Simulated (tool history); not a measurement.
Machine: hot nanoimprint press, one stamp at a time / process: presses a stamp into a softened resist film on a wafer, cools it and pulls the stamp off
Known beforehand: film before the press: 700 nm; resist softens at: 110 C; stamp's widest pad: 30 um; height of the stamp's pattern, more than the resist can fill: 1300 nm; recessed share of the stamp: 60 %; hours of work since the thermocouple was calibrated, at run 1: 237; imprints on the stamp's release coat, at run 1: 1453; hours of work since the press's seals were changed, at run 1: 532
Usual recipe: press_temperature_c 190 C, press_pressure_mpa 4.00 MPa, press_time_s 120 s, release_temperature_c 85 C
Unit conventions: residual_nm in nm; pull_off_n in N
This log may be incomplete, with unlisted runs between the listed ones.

run     day  press_temperature_c  press_pressure_mpa  press_time_s  release_temperature_c  hours of work since the thermocouple was calibrated  imprints on the stamp's release coat  hours of work since the press's seals were changed  residual_nm  pull_off_n
  1   0.000                  190                4.00           120                     85                                                  237                                  1453                                                 532        261.4         312
  2   1.642                  190                4.00           120                     85                                                  258                                  1551                                                 553        260.9         322
  3   3.850                  190                4.00           120                     85                                                  286                                  1681                                                 581        259.2         338
      4.788  -- plate thermocouple calibrated
      5.121  -- press's hydraulic seals changed and the load cell set to zero
  4   7.767                  190                4.00           120                     85                                                   33                                  1886                                                  33        253.2         341
      8.612  -- stamp cleaned and given a new release coat
  5  10.804                  190                4.00           120                     85                                                   69                                   130                                                  69        253.1         217
  6  13.492                  190                4.00           120                     85                                                  103                                   289                                                 103        252.8         237
  7  17.054                  190                4.00           120                     85                                                  148                                   500                                                 148        252.0         252
  8  20.200                  190                4.00           120                     85                                                  188                                   687                                                 188        251.0         273
  9  23.800                  190                4.00           120                     85                                                  233                                   900                                                 233        251.2         279
     24.754  -- plate thermocouple calibrated, once more
 10  26.604                  201                4.00           120                     85                                                   23                                  1059                                                 267        210.5         286
 11  30.033                  201                4.00           120                     85                                                   67                                  1262                                                 311        209.6         304
 12  32.538                  201                4.00           120                     85                                                   99                                  1410                                                 342        209.0         316
 13  34.071                  190                4.00            80                     85                                                  118                                  1501                                                 362        302.4         325
 14  36.833                  190                4.00           120                     85                                                  153                                  1664                                                 397        264.2         337
 15  39.892                  190                4.00           120                     85                                                  192                                  1845                                                 436        262.8         339
     41.546  -- stamp cleaned and given a new release coat
 16  42.092                  190                4.00           120                     85                                                  216                                    32                                                 460        263.5         229
 17  45.325                  192                6.06           120                     84                                                  257                                   223                                                 501        196.4         239
 18  47.133                  192                6.06           120                     84                                                  280                                   330                                                 524        195.2         251
     48.375  -- plate thermocouple calibrated
 19  49.067                  190                3.28           120                     84                                                    9                                   437                                                 547        299.2         251
 20  52.388                  190                3.28           120                     84                                                   51                                   634                                                 589        298.5         264
     53.025  -- press's hydraulic seals changed and the load cell set to zero
 21  54.929                  190                3.28           120                     84                                                   79                                   765                                                  24        295.7         285
 22  57.954                  190                3.28           120                     84                                                  117                                   944                                                  62        293.8         280
 23  60.575                  190                3.28           120                     84                                                  150                                  1099                                                  96        293.1         298
 24  63.496                  190                2.60           120                     85                                                  187                                  1272                                                 133        334.5         301
 25  65.742                  190                4.50           120                     85                                                  216                                  1405                                                 161        241.6         311
 26  68.696                  190                4.50           120                     85                                                  253                                  1580                                                 198        242.0         335
 27  70.888                  190                4.50           120                     85                                                  281                                  1710                                                 226        241.2         340
     72.346  -- plate thermocouple calibrated
     74.858  -- stamp cleaned and given a new release coat
 28  75.000                  197                4.44           209                     76                                                   30                                     8                                                 274        174.8         237
 29  76.967                  197                3.45           185                     88                                                   55                                   125                                                 299        213.6         235
 30  78.821                  193                2.72           142                     85                                                   79                                   234                                                 322        291.9         240

Consider 3 possible next runs. They are alternatives, not a sequence: every one starts from the tool as it was left by run 30. What does each give?
  A  81.558                  193                3.97            93                     85                                                  114                                   396                                                 357            ?           ?
  B  81.558                  193                2.47           142                     85                                                  114                                   396                                                 357            ?           ?
  C  81.558                  193                5.01           142                     73                                                  114                                   396                                                 357            ?           ?

run  residual_nm  pull_off_n
  A        269.3         253
  B        308.4         246
  C        202.7         270
Stripped of hidden state, with their random variation kept, the same runs would have yielded:
run  residual_nm  pull_off_n
  A        269.9         228
  B        310.1         222
  C        202.8         244

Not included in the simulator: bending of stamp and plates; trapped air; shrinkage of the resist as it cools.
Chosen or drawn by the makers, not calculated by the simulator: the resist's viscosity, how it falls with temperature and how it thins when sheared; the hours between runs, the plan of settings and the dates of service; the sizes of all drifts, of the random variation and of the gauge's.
